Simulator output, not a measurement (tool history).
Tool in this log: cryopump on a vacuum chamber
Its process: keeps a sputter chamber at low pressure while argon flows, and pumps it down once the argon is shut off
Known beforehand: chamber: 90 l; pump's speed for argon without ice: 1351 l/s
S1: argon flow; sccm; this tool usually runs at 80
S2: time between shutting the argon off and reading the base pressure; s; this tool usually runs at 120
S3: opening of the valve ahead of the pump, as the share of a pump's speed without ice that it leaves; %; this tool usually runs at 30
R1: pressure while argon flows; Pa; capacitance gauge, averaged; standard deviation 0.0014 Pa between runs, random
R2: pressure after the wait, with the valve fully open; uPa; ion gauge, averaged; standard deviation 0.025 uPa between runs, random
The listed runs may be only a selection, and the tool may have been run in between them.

run,day,S1,S2,S3,R1,R2
1,0,80,120,30,0.3675,2.36
# day 1.808: pump warmed up, emptied and cooled again
2,2.9,80,120,28,0.3598,2.1
3,5.221,80,120,28,0.3577,2.17
4,9.192,80,56,30,0.3392,3.2
5,12.458,80,56,30,0.3363,3.39
6,15.6,64,56,20,0.4067,3.37
7,19.7,64,56,20,0.4096,3.79
8,23.554,64,56,20,0.4094,3.83
9,26.462,33,120,39,0.112,2.99
10,29.867,33,210,38,0.1153,2.87

Consider 3 possible next runs. They are alternatives, not a sequence: every one starts from the tool as it was left by run 10. What does each give?
A,31.746,42,41,50,?,?
B,31.746,68,38,25,?,?
C,31.746,33,21,58,?,?

run,R1,R2
A,0.1132,4.82
B,0.3506,4.85
C,0.0783,7.05
With no hidden state in the tool, these same runs would have given:
run,R1,R2
A,0.1045,2.54
B,0.3366,2.63
C,0.0715,4.75
